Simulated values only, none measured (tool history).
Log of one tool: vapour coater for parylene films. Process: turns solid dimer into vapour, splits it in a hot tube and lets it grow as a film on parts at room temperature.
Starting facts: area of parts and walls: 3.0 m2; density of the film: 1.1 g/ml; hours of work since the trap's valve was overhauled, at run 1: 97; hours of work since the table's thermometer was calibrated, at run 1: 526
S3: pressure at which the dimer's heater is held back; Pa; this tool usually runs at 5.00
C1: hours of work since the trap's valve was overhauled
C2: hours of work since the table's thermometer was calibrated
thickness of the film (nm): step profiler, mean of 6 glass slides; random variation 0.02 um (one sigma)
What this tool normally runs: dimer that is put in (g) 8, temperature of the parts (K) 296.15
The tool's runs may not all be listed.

{"run": 1, "hour": 0.0, "dimer that is put in (g)": 8, "temperature of the parts (K)": 296.15, "S3": 5.0, "C1": 97, "C2": 526, "thickness of the film (nm)": 1510}
{"run": 2, "hour": 31.2, "dimer that is put in (g)": 8, "temperature of the parts (K)": 296.15, "S3": 5.0, "C1": 123, "C2": 553, "thickness of the film (nm)": 1500}
{"run": 3, "hour": 69.2, "dimer that is put in (g)": 8, "temperature of the parts (K)": 297.15, "S3": 5.0, "C1": 155, "C2": 585, "thickness of the film (nm)": 1450}
{"run": 4, "hour": 118.4, "dimer that is put in (g)": 8, "temperature of the parts (K)": 297.15, "S3": 5.0, "C1": 197, "C2": 626, "thickness of the film (nm)": 1410}
{"run": 5, "hour": 149.3, "dimer that is put in (g)": 8, "temperature of the parts (K)": 303.15, "S3": 5.0, "C1": 223, "C2": 652, "thickness of the film (nm)": 1060}
{"run": 6, "hour": 197.3, "dimer that is put in (g)": 8, "temperature of the parts (K)": 303.15, "S3": 5.0, "C1": 263, "C2": 693, "thickness of the film (nm)": 1060}
{"run": 7, "hour": 224.8, "dimer that is put in (g)": 8, "temperature of the parts (K)": 296.15, "S3": 7.41, "C1": 286, "C2": 716, "thickness of the film (nm)": 1370}
{"run": 8, "hour": 270.9, "dimer that is put in (g)": 8, "temperature of the parts (K)": 296.15, "S3": 7.41, "C1": 325, "C2": 755, "thickness of the film (nm)": 1370}
{"hour": 279.1, "done": "trap's valve overhauled"}
{"run": 9, "hour": 318.9, "dimer that is put in (g)": 8, "temperature of the parts (K)": 307.15, "S3": 5.0, "C1": 34, "C2": 792, "thickness of the film (nm)": 940}
{"run": 10, "hour": 359.0, "dimer that is put in (g)": 8, "temperature of the parts (K)": 307.15, "S3": 5.0, "C1": 67, "C2": 825, "thickness of the film (nm)": 950}
{"run": 11, "hour": 388.6, "dimer that is put in (g)": 5, "temperature of the parts (K)": 307.15, "S3": 2.93, "C1": 92, "C2": 850, "thickness of the film (nm)": 610}
{"run": 12, "hour": 418.9, "dimer that is put in (g)": 5, "temperature of the parts (K)": 307.15, "S3": 2.93, "C1": 118, "C2": 876, "thickness of the film (nm)": 610}
{"run": 13, "hour": 451.5, "dimer that is put in (g)": 5, "temperature of the parts (K)": 307.15, "S3": 2.93, "C1": 145, "C2": 903, "thickness of the film (nm)": 610}
{"run": 14, "hour": 500.8, "dimer that is put in (g)": 5, "temperature of the parts (K)": 289.15, "S3": 2.93, "C1": 187, "C2": 945, "thickness of the film (nm)": 1320}
{"run": 15, "hour": 541.5, "dimer that is put in (g)": 4, "temperature of the parts (K)": 296.15, "S3": 2.49, "C1": 221, "C2": 979, "thickness of the film (nm)": 810}
{"run": 16, "hour": 571.5, "dimer that is put in (g)": 9, "temperature of the parts (K)": 293.15, "S3": 5.95, "C1": 246, "C2": 1004, "thickness of the film (nm)": 1790}
{"run": 17, "hour": 618.0, "dimer that is put in (g)": 8, "temperature of the parts (K)": 291.15, "S3": 2.04, "C1": 285, "C2": 1044, "thickness of the film (nm)": 1930}
{"run": 18, "hour": 655.7, "dimer that is put in (g)": 13, "temperature of the parts (K)": 291.15, "S3": 6.94, "C1": 317, "C2": 1075, "thickness of the film (nm)": 2720}
{"hour": 672.3, "done": "trap's valve overhauled"}
{"run": 19, "hour": 687.0, "dimer that is put in (g)": 14, "temperature of the parts (K)": 289.15, "S3": 7.11, "C1": 12, "C2": 1098, "thickness of the film (nm)": 3500}
{"run": 20, "hour": 732.1, "dimer that is put in (g)": 14, "temperature of the parts (K)": 289.15, "S3": 7.11, "C1": 50, "C2": 1136, "thickness of the film (nm)": 3460}

Branching from run 20: 3 alternative next runs. What would each branch give?
{"run": "A", "hour": 777.8, "dimer that is put in (g)": 5, "temperature of the parts (K)": 293.15, "S3": 3.53, "C1": 89, "C2": 1175, "thickness of the film (nm)": "?"}
{"run": "B", "hour": 777.8, "dimer that is put in (g)": 8, "temperature of the parts (K)": 300.15, "S3": 5.0, "C1": 89, "C2": 1175, "thickness of the film (nm)": "?"}
{"run": "C", "hour": 777.8, "dimer that is put in (g)": 8, "temperature of the parts (K)": 293.15, "S3": 6.87, "C1": 89, "C2": 1175, "thickness of the film (nm)": "?"}

run=A thickness_of_the_film_(nm)=1080
run=B thickness_of_the_film_(nm)=1300
run=C thickness_of_the_film_(nm)=1660
Stripped of hidden state, with their random variation kept, the same runs would have yielded:
run=A thickness_of_the_film_(nm)=1130
run=B thickness_of_the_film_(nm)=1350
run=C thickness_of_the_film_(nm)=1720
